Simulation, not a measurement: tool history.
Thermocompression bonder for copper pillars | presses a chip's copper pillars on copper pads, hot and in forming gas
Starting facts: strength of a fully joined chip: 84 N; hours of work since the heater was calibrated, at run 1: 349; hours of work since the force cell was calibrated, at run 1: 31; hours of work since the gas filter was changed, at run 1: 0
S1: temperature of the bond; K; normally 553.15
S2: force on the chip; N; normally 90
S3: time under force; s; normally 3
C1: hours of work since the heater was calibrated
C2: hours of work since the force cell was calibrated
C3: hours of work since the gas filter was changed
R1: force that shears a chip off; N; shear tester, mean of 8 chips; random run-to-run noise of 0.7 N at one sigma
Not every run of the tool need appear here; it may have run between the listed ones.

| run | hour | S1 | S2 | S3 | C1 | C2 | C3 | R1 |
|---|---|---|---|---|---|---|---|---|
| 1 | 0 | 553.15 | 90 | 3 | 349 | 31 | 0 | 47.8 |
| 2 | 59.5 | 553.15 | 90 | 3 | 390 | 72 | 41 | 46.5 |
| 3 | 91.3 | 553.15 | 90 | 3 | 412 | 93 | 62 | 46.6 |
| 4 | 120 | 553.15 | 90 | 3 | 431 | 113 | 82 | 46.3 |
| 5 | 150.6 | 553.15 | 90 | 3 | 452 | 134 | 103 | 46.8 |
| 6 | 217 | 553.15 | 90 | 3 | 498 | 179 | 148 | 44.7 |
| 7 | 252.1 | 553.15 | 90 | 3 | 522 | 203 | 172 | 44.4 |
| 8 | 319.2 | 553.15 | 90 | 3 | 568 | 249 | 218 | 44.4 |
| 9 | 357.8 | 553.15 | 90 | 5 | 594 | 276 | 245 | 51.9 |
| 10 | 388.6 | 534.15 | 90 | 3 | 615 | 297 | 266 | 36.1 |

Expected results for the next run?
|  | 440.4 | heater calibrated with a thermocouple chip |
| 11 | 458.4 | 550.15 | 71 | 8 | 12 | 343 | 312 | ? |

{"run 11": {"R1": 52.8}}
Were there no unlogged condition in the tool, this run, its random variation unchanged, would have produced R1 57.3 N.
